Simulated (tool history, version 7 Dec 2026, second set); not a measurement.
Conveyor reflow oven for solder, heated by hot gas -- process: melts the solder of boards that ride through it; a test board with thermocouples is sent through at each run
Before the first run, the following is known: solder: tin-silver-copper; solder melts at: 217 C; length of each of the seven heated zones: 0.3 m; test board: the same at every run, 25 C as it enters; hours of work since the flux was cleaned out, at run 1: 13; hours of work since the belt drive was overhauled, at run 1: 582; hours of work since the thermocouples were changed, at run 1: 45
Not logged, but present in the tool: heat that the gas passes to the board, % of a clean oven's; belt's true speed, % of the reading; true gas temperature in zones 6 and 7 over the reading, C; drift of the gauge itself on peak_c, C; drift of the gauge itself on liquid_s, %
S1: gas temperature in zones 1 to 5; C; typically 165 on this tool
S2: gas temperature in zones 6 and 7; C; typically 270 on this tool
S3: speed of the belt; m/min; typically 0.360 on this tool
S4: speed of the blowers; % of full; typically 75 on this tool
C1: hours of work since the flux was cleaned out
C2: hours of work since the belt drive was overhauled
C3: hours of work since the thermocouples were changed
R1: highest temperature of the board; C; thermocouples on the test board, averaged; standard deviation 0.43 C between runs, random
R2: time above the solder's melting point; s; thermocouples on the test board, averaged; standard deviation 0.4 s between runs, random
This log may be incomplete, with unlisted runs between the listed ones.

run 1 day=0.000 | S1=165 S2=270 S3=0.360 S4=75 | C1=13 C2=582 C3=45 | R1=255.8 R2=75.3
run 2 day=0.979 | S1=165 S2=270 S3=0.360 S4=75 | C1=27 C2=595 C3=58 | R1=254.9 R2=76.2
run 3 day=2.192 | S1=165 S2=270 S3=0.360 S4=68 | C1=43 C2=612 C3=75 | R1=254.0 R2=74.3
run 4 day=2.892 | S1=165 S2=270 S3=0.360 S4=68 | C1=53 C2=622 C3=85 | R1=253.4 R2=74.3
run 5 day=3.642 | S1=165 S2=270 S3=0.360 S4=68 | C1=63 C2=632 C3=95 | R1=253.0 R2=73.5
run 6 day=4.192 | S1=165 S2=270 S3=0.360 S4=68 | C1=71 C2=640 C3=103 | R1=253.5 R2=73.9
run 7 day=5.179 | S1=176 S2=270 S3=0.360 S4=75 | C1=85 C2=654 C3=117 | R1=256.5 R2=81.5
run 8 day=6.071 | S1=176 S2=270 S3=0.360 S4=75 | C1=97 C2=666 C3=129 | R1=256.4 R2=81.5
run 9 day=6.638 | S1=176 S2=270 S3=0.360 S4=75 | C1=105 C2=674 C3=137 | R1=255.9 R2=81.2
run 10 day=7.238 | S1=176 S2=270 S3=0.360 S4=75 | C1=113 C2=682 C3=145 | R1=256.0 R2=81.8
run 11 day=7.896 | S1=176 S2=270 S3=0.311 S4=75 | C1=123 C2=692 C3=155 | R1=259.9 R2=98.9
run 12 day=9.075 | S1=176 S2=270 S3=0.311 S4=75 | C1=139 C2=708 C3=171 | R1=258.5 R2=98.6
run 13 day=9.829 | S1=176 S2=270 S3=0.311 S4=75 | C1=150 C2=718 C3=181 | R1=259.4 R2=97.9
run 14 day=10.604 | S1=176 S2=270 S3=0.311 S4=75 | C1=160 C2=729 C3=192 | R1=260.2 R2=97.9
run 15 day=11.396 | S1=165 S2=270 S3=0.351 S4=71 | C1=171 C2=740 C3=203 | R1=254.0 R2=76.3
run 16 day=12.204 | S1=165 S2=270 S3=0.301 S4=59 | C1=183 C2=751 C3=214 | R1=256.5 R2=93.4
run 17 day=13.442 | S1=167 S2=271 S3=0.404 S4=51 | C1=200 C2=769 C3=232 | R1=244.9 R2=56.4
run 18 day=14.238 | S1=165 S2=274 S3=0.360 S4=60 | C1=211 C2=780 C3=243 | R1=254.3 R2=73.6
run 19 day=15.471 | S1=165 S2=276 S3=0.360 S4=75 | C1=228 C2=797 C3=260 | R1=258.9 R2=77.7
run 20 day=16.662 | S1=165 S2=258 S3=0.360 S4=75 | C1=245 C2=813 C3=276 | R1=241.8 R2=63.0
run 21 day=17.788 | S1=167 S2=258 S3=0.425 S4=54 | C1=260 C2=829 C3=292 | R1=232.8 R2=37.1
run 22 day=18.396 | S1=170 S2=283 S3=0.360 S4=75 | C1=269 C2=838 C3=300 | R1=264.5 R2=85.6
run 23 day=19.267 | S1=170 S2=283 S3=0.360 S4=75 | C1=281 C2=850 C3=313 | R1=265.0 R2=85.3
run 24 day=19.950 | S1=165 S2=270 S3=0.360 S4=79 | C1=290 C2=859 C3=322 | R1=252.8 R2=73.9
run 25 day=20.912 | S1=168 S2=270 S3=0.302 S4=79 | C1=304 C2=873 C3=335 | R1=258.4 R2=97.6

For some of the steps in R1 from one run to the next: how much would appear even if the tool had no hidden state, given the settings, what came in and random variation, and how much remains for the hidden state plus any gauge scatter that the measured result and the result without hidden state don't share?
Run 14 -> 15: S1 176 -> 165, S3 0.311 -> 0.351, S4 75 -> 71. R1 -6.2 C: hidden state -0.3, all else -5.9.
Run 18 -> 19: S2 274 -> 276, S4 60 -> 75. R1 +4.6 C: hidden state -0.4, all else +5.0.
Run 19 -> 20: S2 276 -> 258. R1 -17.1 C: hidden state +0.0, all else -17.1.
Run 21 -> 22: S1 167 -> 170, S2 258 -> 283, S3 0.425 -> 0.360, S4 54 -> 75. R1 +31.7 C: hidden state -0.3, all else +32.0.
